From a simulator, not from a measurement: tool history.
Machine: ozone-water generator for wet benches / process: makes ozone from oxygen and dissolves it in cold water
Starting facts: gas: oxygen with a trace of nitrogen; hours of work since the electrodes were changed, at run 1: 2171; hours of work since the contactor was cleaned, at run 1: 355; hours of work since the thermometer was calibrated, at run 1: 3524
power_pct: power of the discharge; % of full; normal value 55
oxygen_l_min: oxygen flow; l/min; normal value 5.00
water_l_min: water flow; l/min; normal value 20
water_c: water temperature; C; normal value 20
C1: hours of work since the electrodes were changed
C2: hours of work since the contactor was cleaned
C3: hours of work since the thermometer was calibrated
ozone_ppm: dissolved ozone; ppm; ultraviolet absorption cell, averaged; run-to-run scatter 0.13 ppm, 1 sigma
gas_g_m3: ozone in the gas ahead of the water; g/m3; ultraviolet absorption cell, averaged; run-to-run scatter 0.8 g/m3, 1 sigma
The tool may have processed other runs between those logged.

Run 1, day 0.000: usual settings; C1 2171; C2 355; C3 3524. Result: ozone_ppm 14.4 ppm, gas_g_m3 124.5 g/m3.
At day 2.500: water thermometer calibrated.
Run 2, day 3.117: usual settings but power_pct 81 % of full; C1 2243; C2 427; C3 14. Result: ozone_ppm 18.4 ppm, gas_g_m3 158.9 g/m3.
Run 3, day 6.612: usual settings but oxygen_l_min 2.64 l/min; C1 2325; C2 508; C3 96. Result: ozone_ppm 14.3 ppm, gas_g_m3 182.3 g/m3.
Run 4, day 10.588: usual settings but oxygen_l_min 2.64 l/min; C1 2417; C2 601; C3 188. Result: ozone_ppm 14.0 ppm, gas_g_m3 178.6 g/m3.
Run 5, day 14.779: usual settings but water_c 15 C; C1 2515; C2 698; C3 286. Result: ozone_ppm 15.8 ppm, gas_g_m3 124.1 g/m3.
Run 6, day 19.079: usual settings but water_c 15 C; C1 2615; C2 798; C3 386. Result: ozone_ppm 15.5 ppm, gas_g_m3 125.5 g/m3.
Run 7, day 22.433: usual settings but water_c 15 C; C1 2693; C2 876; C3 464. Result: ozone_ppm 15.7 ppm, gas_g_m3 124.7 g/m3.
Run 8, day 25.071: usual settings but water_c 15 C; C1 2755; C2 938; C3 526. Result: ozone_ppm 15.4 ppm, gas_g_m3 125.9 g/m3.
Run 9, day 29.029: usual settings but water_l_min 26 l/min; C1 2847; C2 1030; C3 618. Result: ozone_ppm 11.7 ppm, gas_g_m3 125.0 g/m3.
Run 10, day 32.112: usual settings; C1 2919; C2 1102; C3 689. Result: ozone_ppm 14.5 ppm, gas_g_m3 123.4 g/m3.
Run 11, day 34.104: usual settings; C1 2965; C2 1148; C3 736. Result: ozone_ppm 14.4 ppm, gas_g_m3 125.7 g/m3.
Run 12, day 37.200: usual settings; C1 3037; C2 1220; C3 808. Result: ozone_ppm 14.5 ppm, gas_g_m3 124.7 g/m3.
Run 13, day 40.554: usual settings; C1 3115; C2 1298; C3 886. Result: ozone_ppm 14.6 ppm, gas_g_m3 124.1 g/m3.
Run 14, day 45.042: usual settings; C1 3220; C2 1403; C3 990. Result: ozone_ppm 14.3 ppm, gas_g_m3 124.8 g/m3.
Run 15, day 49.688: usual settings; C1 3328; C2 1511; C3 1099. Result: ozone_ppm 14.4 ppm, gas_g_m3 126.3 g/m3.
Run 16, day 52.917: usual settings; C1 3403; C2 1586; C3 1174. Result: ozone_ppm 14.5 ppm, gas_g_m3 124.4 g/m3.
Run 17, day 57.346: usual settings but power_pct 63 % of full, oxygen_l_min 7.41 l/min; C1 3506; C2 1689; C3 1277. Result: ozone_ppm 15.3 ppm, gas_g_m3 108.9 g/m3.
Run 18, day 60.746: usual settings but power_pct 47 % of full; C1 3585; C2 1768; C3 1356. Result: ozone_ppm 13.0 ppm, gas_g_m3 114.7 g/m3.
Run 19, day 62.971: usual settings but power_pct 47 % of full, water_l_min 14 l/min; C1 3637; C2 1820; C3 1408. Result: ozone_ppm 16.7 ppm, gas_g_m3 113.9 g/m3.
Run 20, day 65.850: usual settings but power_pct 47 % of full, water_l_min 14 l/min; C1 3704; C2 1887; C3 1475. Result: ozone_ppm 16.8 ppm, gas_g_m3 114.1 g/m3.
Run 21, day 67.912: usual settings but power_pct 74 % of full, water_c 24 C; C1 3752; C2 1935; C3 1523. Result: ozone_ppm 16.2 ppm, gas_g_m3 149.9 g/m3.
Run 22, day 72.104: usual settings but power_pct 96 % of full, oxygen_l_min 4.05 l/min, water_c 18 C; C1 3850; C2 2033; C3 1621. Result: ozone_ppm 21.2 ppm, gas_g_m3 195.2 g/m3.
Run 23, day 76.367: usual settings but power_pct 96 % of full, oxygen_l_min 4.05 l/min, water_l_min 29 l/min, water_c 18 C; C1 3949; C2 2132; C3 1720. Result: ozone_ppm 15.0 ppm, gas_g_m3 197.8 g/m3.
Run 24, day 80.817: usual settings but power_pct 96 % of full, oxygen_l_min 4.21 l/min, water_l_min 29 l/min, water_c 12 C; C1 4053; C2 2236; C3 1823. Result: ozone_ppm 16.1 ppm, gas_g_m3 192.5 g/m3.
Run 25, day 85.592: usual settings but power_pct 97 % of full, oxygen_l_min 8.83 l/min, water_l_min 12 l/min, water_c 22 C; C1 4164; C2 2347; C3 1935. Result: ozone_ppm 24.2 ppm, gas_g_m3 127.9 g/m3.
Run 26, day 88.575: usual settings but oxygen_l_min 2.57 l/min; C1 4233; C2 2416; C3 2004. Result: ozone_ppm 13.9 ppm, gas_g_m3 179.8 g/m3.
Run 27, day 90.750: usual settings but oxygen_l_min 2.57 l/min; C1 4284; C2 2467; C3 2055. Result: ozone_ppm 14.1 ppm, gas_g_m3 182.8 g/m3.
Run 28, day 94.367: usual settings but oxygen_l_min 2.57 l/min; C1 4368; C2 2551; C3 2139. Result: ozone_ppm 14.0 ppm, gas_g_m3 181.0 g/m3.
Run 29, day 97.338: usual settings but power_pct 68 % of full, oxygen_l_min 5.27 l/min, water_l_min 13 l/min, water_c 24 C; C1 4437; C2 2620; C3 2208. Result: ozone_ppm 20.2 ppm, gas_g_m3 138.9 g/m3.
Run 30, day 100.446: usual settings but oxygen_l_min 7.41 l/min, water_l_min 15 l/min; C1 4510; C2 2693; C3 2281. Result: ozone_ppm 16.5 ppm, gas_g_m3 99.0 g/m3.
Run 31, day 104.175: usual settings but water_l_min 15 l/min, water_c 12 C; C1 4596; C2 2780; C3 2367. Result: ozone_ppm 20.0 ppm, gas_g_m3 124.9 g/m3.
Run 32, day 106.467: usual settings but power_pct 64 % of full, oxygen_l_min 2.54 l/min, water_l_min 23 l/min, water_c 14 C; C1 4650; C2 2833; C3 2421. Result: ozone_ppm 14.0 ppm, gas_g_m3 202.4 g/m3.

Describe how what the log doesn't record of the tool's condition differs between the last listed run preceding each entry between runs and the first listed run following it.
After run 1, before run 2: water thermometer calibrated (day 2.500)
  no hidden state differs between the two runs
